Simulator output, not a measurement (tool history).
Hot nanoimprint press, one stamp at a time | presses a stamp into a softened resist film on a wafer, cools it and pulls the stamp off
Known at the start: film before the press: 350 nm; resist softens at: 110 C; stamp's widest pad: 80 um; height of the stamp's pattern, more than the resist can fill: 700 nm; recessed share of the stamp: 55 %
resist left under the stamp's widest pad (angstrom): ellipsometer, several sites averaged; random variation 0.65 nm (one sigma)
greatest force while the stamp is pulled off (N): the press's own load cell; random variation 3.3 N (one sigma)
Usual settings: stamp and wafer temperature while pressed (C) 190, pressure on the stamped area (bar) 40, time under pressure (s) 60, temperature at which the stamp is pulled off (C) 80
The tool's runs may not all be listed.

run	day	stamp and wafer temperature while pressed (C)	pressure on the stamped area (bar)	time under pressure (s)	temperature at which the stamp is pulled off (C)	resist left under the stamp's widest pad (angstrom)	greatest force while the stamp is pulled off (N)
1	0	190	40	60	80	1613	162
2	0.571	190	40	60	80	1614	159
3	1.708	190	40	60	80	1610	161
4	2.633	190	39	60	80	1627	160
5	3.383	190	39	60	80	1624	156
6	4.121	193	40	60	80	1419	158
7	5.192	197	28.6	46	80	1573	160
8	6.154	180	40	60	80	2307	161
9	7.388	186	25.8	71	74	2074	183
# day 7.762: stamp cleaned and given a new release coat
10	8.775	186	25.8	71	74	2073	181

5 ways to go on from here, each from the tool as it stands after run 10. What would each give?
A	9.679	190	34.9	60	75	?	?
B	9.679	190	26.4	85	66	?	?
C	9.679	185	40	60	80	?	?
D	9.679	198	37.6	48	80	?	?
E	9.679	198	25.8	71	78	?	?

run	resist left under the stamp's widest pad (angstrom)	greatest force while the stamp is pulled off (N)
A	1676	178
B	1653	196
C	1917	150
D	1306	154
E	1325	168
Without the tool's hidden state the same runs would have given:
run	resist left under the stamp's widest pad (angstrom)	greatest force while the stamp is pulled off (N)
A	1701	178
B	1677	196
C	1945	150
D	1326	154
E	1345	168
